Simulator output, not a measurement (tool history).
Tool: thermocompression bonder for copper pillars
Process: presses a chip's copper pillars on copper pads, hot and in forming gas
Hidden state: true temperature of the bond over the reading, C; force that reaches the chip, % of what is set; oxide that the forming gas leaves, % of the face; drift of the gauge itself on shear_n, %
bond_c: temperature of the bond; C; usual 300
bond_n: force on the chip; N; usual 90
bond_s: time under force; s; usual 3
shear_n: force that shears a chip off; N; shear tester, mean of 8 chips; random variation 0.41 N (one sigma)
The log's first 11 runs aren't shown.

run   hour  bond_c  bond_n  bond_s  hours of work since the heater was calibrated  hours of work since the force cell was calibrated  hours of work since the gas filter was changed  shear_n
 12  114.8     300      59       3                                            611                                                387                                             106     35.4
 13  127.3     300      59       3                                            618                                                394                                             113     35.8
 14  133.4     300      59       3                                            622                                                397                                             116     35.1
 15  141.3     300      95       3                                            626                                                402                                             121     57.1
 16  148.5     300      95       3                                            630                                                406                                             125     56.8
 17  155.2     300      95       3                                            634                                                410                                             129     55.4
 18  169.7     300      95       3                                            643                                                418                                             137     56.0
     180.0  -- forming gas filter changed
 19  183.1     300      95       3                                            650                                                425                                               2     60.0
 20  192.4     300      71       2                                            655                                                431                                               7     39.4
 21  206.8     321      90       3                                            663                                                439                                              15     64.2
 22  220.6     291      90       6                                            671                                                447                                              23     64.2
 23  231.0     300      90       3                                            677                                                453                                              29     56.6
 24  241.7     300      90       3                                            683                                                459                                              35     56.4
 25  251.9     300     121       4                                            689                                                465                                              41     75.2
 26  260.8     296     123       9                                            694                                                470                                              46     83.7
 27  273.9     282      79       2                                            702                                                477                                              54     36.1
 28  282.2     282      79       2                                            707                                                482                                              58     36.6
 29  294.5     282      79       2                                            714                                                489                                              65     36.8
 30  307.6     300      91       2                                            721                                                497                                              73     50.2
 31  318.0     300      91       2                                            727                                                503                                              79     49.3
 32  327.5     300      91       2                                            732                                                508                                              84     48.3
 33  337.9     297     110       5                                            738                                                514                                              90     71.2
 34  344.4     274      90       2                                            742                                                518                                              94     38.9
 35  357.3     298      80       3                                            749                                                525                                             101     48.9

3 ways to go on from here, each from the tool as it stands after run 35. What would each give?
  A  366.2     272      75       2                                            755                                                530                                             106        ?
  B  366.2     303     120       2                                            755                                                530                                             106        ?
  C  366.2     279      71       2                                            755                                                530                                             106        ?

run  shear_n
  A     30.7
  B     63.5
  C     31.6
Without the tool's hidden state the same runs would have given:
run  shear_n
  A     31.8
  B     66.2
  C     32.6
